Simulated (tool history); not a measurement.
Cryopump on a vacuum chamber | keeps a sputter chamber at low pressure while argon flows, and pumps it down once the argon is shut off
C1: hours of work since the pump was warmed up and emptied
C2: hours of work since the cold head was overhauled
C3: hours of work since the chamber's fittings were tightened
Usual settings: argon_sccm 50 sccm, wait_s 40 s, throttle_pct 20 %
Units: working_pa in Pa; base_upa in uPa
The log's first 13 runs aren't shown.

Run 14, day 26.100: usual settings but throttle_pct 25 %; C1 30; C2 1051; C3 2192. Result: working_pa 0.2894 Pa, base_upa 2.08 uPa.
Run 15, day 27.275: usual settings but argon_sccm 31 sccm; C1 44; C2 1065; C3 2206. Result: working_pa 0.2241 Pa, base_upa 2.13 uPa.
Run 16, day 28.792: usual settings; C1 63; C2 1083; C3 2225. Result: working_pa 0.3662 Pa, base_upa 2.07 uPa.
Run 17, day 31.029: usual settings; C1 90; C2 1110; C3 2252. Result: working_pa 0.3626 Pa, base_upa 2.23 uPa.
Run 18, day 33.329: usual settings; C1 117; C2 1138; C3 2279. Result: working_pa 0.3667 Pa, base_upa 2.12 uPa.
Run 19, day 34.796: usual settings but argon_sccm 21 sccm, throttle_pct 41 %; C1 135; C2 1156; C3 2297. Result: working_pa 0.0758 Pa, base_upa 2.14 uPa.
Run 20, day 36.812: usual settings but argon_sccm 21 sccm, throttle_pct 41 %; C1 160; C2 1180; C3 2321. Result: working_pa 0.0761 Pa, base_upa 2.20 uPa.
Run 21, day 38.179: usual settings but argon_sccm 21 sccm, throttle_pct 41 %; C1 176; C2 1197; C3 2338. Result: working_pa 0.0765 Pa, base_upa 2.23 uPa.
Run 22, day 39.583: usual settings but argon_sccm 21 sccm, throttle_pct 40 %; C1 193; C2 1214; C3 2355. Result: working_pa 0.0769 Pa, base_upa 2.26 uPa.
Run 23, day 40.754: usual settings but argon_sccm 79 sccm, wait_s 145 s, throttle_pct 57 %; C1 207; C2 1228; C3 2369. Result: working_pa 0.2098 Pa, base_upa 1.51 uPa.
Run 24, day 43.342: usual settings but throttle_pct 23 %; C1 238; C2 1259; C3 2400. Result: working_pa 0.3209 Pa, base_upa 2.24 uPa.
Run 25, day 45.746: usual settings but throttle_pct 23 %; C1 267; C2 1288; C3 2429. Result: working_pa 0.3215 Pa, base_upa 2.35 uPa.
Run 26, day 47.783: usual settings but argon_sccm 21 sccm, wait_s 37 s, throttle_pct 57 %; C1 292; C2 1313; C3 2454. Result: working_pa 0.0564 Pa, base_upa 2.33 uPa.
Run 27, day 50.117: usual settings but argon_sccm 21 sccm, wait_s 37 s, throttle_pct 57 %; C1 320; C2 1341; C3 2482. Result: working_pa 0.0570 Pa, base_upa 2.43 uPa.
Run 28, day 52.367: usual settings but argon_sccm 67 sccm, wait_s 280 s, throttle_pct 16 %; C1 347; C2 1368; C3 2509. Result: working_pa 0.6130 Pa, base_upa 1.49 uPa.
Run 29, day 54.529: usual settings but argon_sccm 67 sccm, wait_s 280 s, throttle_pct 16 %; C1 374; C2 1394; C3 2535. Result: working_pa 0.6247 Pa, base_upa 1.54 uPa.
Run 30, day 55.975: usual settings but argon_sccm 96 sccm; C1 391; C2 1412; C3 2553. Result: working_pa 0.7101 Pa, base_upa 2.39 uPa.
Run 31, day 57.504: usual settings but argon_sccm 28 sccm, wait_s 22 s, throttle_pct 43 %; C1 409; C2 1430; C3 2571. Result: working_pa 0.1014 Pa, base_upa 3.25 uPa.
Run 32, day 59.321: usual settings but argon_sccm 28 sccm, wait_s 22 s, throttle_pct 43 %; C1 431; C2 1452; C3 2593. Result: working_pa 0.1016 Pa, base_upa 3.22 uPa.
Run 33, day 60.675: usual settings but argon_sccm 28 sccm, wait_s 22 s, throttle_pct 43 %; C1 448; C2 1468; C3 2610. Result: working_pa 0.1001 Pa, base_upa 3.21 uPa.
Run 34, day 62.758: usual settings but argon_sccm 34 sccm, wait_s 22 s, throttle_pct 43 %; C1 473; C2 1494; C3 2635. Result: working_pa 0.1234 Pa, base_upa 3.30 uPa.

Forecast each of these 3 alternatives for the next run:
Run A, day 64.771: usual settings but argon_sccm 23 sccm; C1 497; C2 1518; C3 2659. Result: working_pa ?, base_upa ?.
Run B, day 64.771: usual settings but wait_s 123 s, throttle_pct 27 %; C1 497; C2 1518; C3 2659. Result: working_pa ?, base_upa ?.
Run C, day 64.771: usual settings but argon_sccm 35 sccm, wait_s 27 s, throttle_pct 30 %; C1 497; C2 1518; C3 2659. Result: working_pa ?, base_upa ?.

run  working_pa  base_upa
  A      0.1740      2.50
  B      0.2835      1.85
  C      0.1786      2.99
Without the tool's hidden state the same runs would have given:
run  working_pa  base_upa
  A      0.1668      1.21
  B      0.2679      0.57
  C      0.1678      1.69

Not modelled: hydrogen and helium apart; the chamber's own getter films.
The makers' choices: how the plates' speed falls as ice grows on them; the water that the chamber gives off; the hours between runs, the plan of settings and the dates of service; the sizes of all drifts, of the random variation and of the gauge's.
